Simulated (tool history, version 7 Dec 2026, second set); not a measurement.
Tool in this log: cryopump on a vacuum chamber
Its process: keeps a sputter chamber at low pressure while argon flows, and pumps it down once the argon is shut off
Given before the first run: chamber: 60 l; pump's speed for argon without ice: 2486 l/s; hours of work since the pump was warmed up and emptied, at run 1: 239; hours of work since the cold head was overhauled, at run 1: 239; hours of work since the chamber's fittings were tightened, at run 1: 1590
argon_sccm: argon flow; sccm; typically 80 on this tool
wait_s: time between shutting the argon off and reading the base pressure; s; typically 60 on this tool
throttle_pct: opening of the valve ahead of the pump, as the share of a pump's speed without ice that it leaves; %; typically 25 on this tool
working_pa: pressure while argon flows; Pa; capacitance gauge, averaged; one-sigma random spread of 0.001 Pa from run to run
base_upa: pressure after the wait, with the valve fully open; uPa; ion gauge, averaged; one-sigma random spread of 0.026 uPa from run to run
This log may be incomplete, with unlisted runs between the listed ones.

run,day,argon_sccm,wait_s,throttle_pct,hours of work since the pump was warmed up and emptied,hours of work since the cold head was overhauled,hours of work since the chamber's fittings were tightened,working_pa,base_upa
1,0.000,80,60,25,239,239,1590,0.2256,1.19
2,0.779,80,60,25,253,253,1604,0.2249,1.20
3,1.725,80,60,25,270,270,1621,0.2273,1.26
4,2.538,80,60,38,284,284,1636,0.1521,1.23
5,3.625,80,60,38,304,304,1655,0.1545,1.21
6,4.475,80,60,38,319,319,1670,0.1540,1.23
7,5.783,80,60,25,343,343,1694,0.2286,1.21
8,6.554,80,60,32,357,357,1708,0.1835,1.22
9,7.908,80,60,32,381,381,1732,0.1834,1.26
10,8.888,80,60,32,398,398,1750,0.1843,1.22
11,10.421,80,60,32,426,426,1777,0.1843,1.24
12,11.758,47,60,25,450,450,1801,0.1368,1.27
13,12.938,47,60,25,471,471,1822,0.1380,1.20
14,13.625,47,60,25,484,484,1835,0.1387,1.24
15,14.671,47,60,25,502,502,1853,0.1401,1.27
16,15.408,80,60,24,516,516,1867,0.2473,1.22
17,16.521,141,32,25,536,536,1887,0.4206,2.11
18,17.546,141,32,25,554,554,1905,0.4241,2.06
19,18.633,132,21,46,574,574,1925,0.2311,3.07
20,19.871,80,78,48,596,596,1947,0.1359,1.08
21,20.538,80,78,48,608,608,1959,0.1372,1.07
22,21.271,82,60,45,621,621,1972,0.1478,1.29
23,22.433,82,60,45,642,642,1993,0.1498,1.33
24,23.275,80,138,19,657,657,2008,0.3109,0.78
25,24.125,80,138,19,672,672,2023,0.3118,0.77

Run 26 is up next; what results do you expect?
26,25.396,39,99,25,695,695,2046,?,?

Run 26 came out at working_pa 0.1209 Pa, base_upa 0.92 uPa.
If the tool had no hidden condition, the same run with the same run-to-run variation would have returned working_pa 0.1069 Pa, base_upa 0.68 uPa.
